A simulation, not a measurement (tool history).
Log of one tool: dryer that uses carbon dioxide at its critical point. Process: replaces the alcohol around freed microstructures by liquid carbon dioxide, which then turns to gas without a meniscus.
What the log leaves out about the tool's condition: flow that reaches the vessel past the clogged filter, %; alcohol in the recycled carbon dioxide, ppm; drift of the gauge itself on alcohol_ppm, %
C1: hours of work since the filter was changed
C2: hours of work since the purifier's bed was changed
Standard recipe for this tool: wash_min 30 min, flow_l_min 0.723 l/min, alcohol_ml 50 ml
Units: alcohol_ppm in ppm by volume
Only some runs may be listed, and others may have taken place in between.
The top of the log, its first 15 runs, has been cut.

{"run": 16, "day": 8.775, "wash_min": 20, "flow_l_min": 0.723, "alcohol_ml": 50, "C1": 247, "C2": 483, "alcohol_ppm": 1103}
{"run": 17, "day": 9.092, "wash_min": 20, "flow_l_min": 0.723, "alcohol_ml": 50, "C1": 252, "C2": 488, "alcohol_ppm": 1126}
{"run": 18, "day": 9.508, "wash_min": 20, "flow_l_min": 0.723, "alcohol_ml": 70, "C1": 258, "C2": 494, "alcohol_ppm": 1531}
{"run": 19, "day": 10.212, "wash_min": 30, "flow_l_min": 0.723, "alcohol_ml": 50, "C1": 268, "C2": 504, "alcohol_ppm": 428}
{"run": 20, "day": 10.612, "wash_min": 30, "flow_l_min": 0.723, "alcohol_ml": 50, "C1": 274, "C2": 510, "alcohol_ppm": 432}
{"run": 21, "day": 11.312, "wash_min": 30, "flow_l_min": 0.723, "alcohol_ml": 50, "C1": 284, "C2": 520, "alcohol_ppm": 434}
{"run": 22, "day": 11.883, "wash_min": 30, "flow_l_min": 0.723, "alcohol_ml": 50, "C1": 292, "C2": 528, "alcohol_ppm": 442}
{"run": 23, "day": 12.638, "wash_min": 30, "flow_l_min": 0.723, "alcohol_ml": 50, "C1": 303, "C2": 539, "alcohol_ppm": 449}

Run 24 has not been measured yet. What should we expect?
{"run": 24, "day": 13.117, "wash_min": 30, "flow_l_min": 0.86, "alcohol_ml": 83, "C1": 310, "C2": 546, "alcohol_ppm": "?"}

alcohol_ppm: 408 ppm by volume
Were there no unlogged condition in the tool, this run, its random variation unchanged, would have produced alcohol_ppm 142 ppm by volume.
